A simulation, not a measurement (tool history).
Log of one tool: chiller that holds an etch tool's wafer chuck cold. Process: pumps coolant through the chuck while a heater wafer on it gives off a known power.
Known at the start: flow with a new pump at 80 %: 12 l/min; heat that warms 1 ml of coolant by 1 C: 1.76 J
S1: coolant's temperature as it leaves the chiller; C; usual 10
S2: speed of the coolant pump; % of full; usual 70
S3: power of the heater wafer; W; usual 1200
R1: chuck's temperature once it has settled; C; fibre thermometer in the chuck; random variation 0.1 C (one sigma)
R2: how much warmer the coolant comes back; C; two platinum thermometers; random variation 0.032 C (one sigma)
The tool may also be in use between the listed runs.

{"run": 1, "hour": 0.0, "S1": 10, "S2": 70, "S3": 1200, "R1": 24.4, "R2": 3.91}
{"run": 2, "hour": 37.5, "S1": 10, "S2": 71, "S3": 1200, "R1": 24.2, "R2": 3.81}
{"run": 3, "hour": 83.4, "S1": 10, "S2": 71, "S3": 1200, "R1": 24.1, "R2": 3.84}
{"run": 4, "hour": 128.0, "S1": 10, "S2": 71, "S3": 1200, "R1": 24.1, "R2": 3.78}
{"run": 5, "hour": 158.4, "S1": 10, "S2": 71, "S3": 1200, "R1": 24.2, "R2": 3.77}
{"run": 6, "hour": 209.5, "S1": 9, "S2": 70, "S3": 1200, "R1": 23.4, "R2": 3.81}
{"run": 7, "hour": 244.0, "S1": 9, "S2": 70, "S3": 1200, "R1": 23.2, "R2": 3.76}
{"run": 8, "hour": 287.8, "S1": 10, "S2": 82, "S3": 1200, "R1": 22.6, "R2": 3.25}
{"run": 9, "hour": 328.4, "S1": 19, "S2": 70, "S3": 1200, "R1": 33.4, "R2": 3.75}
{"run": 10, "hour": 352.5, "S1": 19, "S2": 70, "S3": 1200, "R1": 33.3, "R2": 3.74}
{"run": 11, "hour": 401.7, "S1": 19, "S2": 70, "S3": 1200, "R1": 33.2, "R2": 3.72}
{"run": 12, "hour": 432.2, "S1": 10, "S2": 70, "S3": 769, "R1": 19.2, "R2": 2.31}
{"run": 13, "hour": 462.7, "S1": 10, "S2": 70, "S3": 769, "R1": 19.3, "R2": 2.3}
{"run": 14, "hour": 505.9, "S1": 0, "S2": 67, "S3": 1200, "R1": 14.7, "R2": 3.89}
{"run": 15, "hour": 537.1, "S1": 13, "S2": 62, "S3": 1200, "R1": 28.7, "R2": 4.24}

Run 16 comes next. What will it give?
{"run": 16, "hour": 583.2, "S1": 4, "S2": 68, "S3": 1224, "R1": "?", "R2": "?"}

Run 16 gave R1 18.8 C, R2 3.82 C.
Without the tool's hidden state the same run would have given R1 18.8 C, R2 4.05 C.
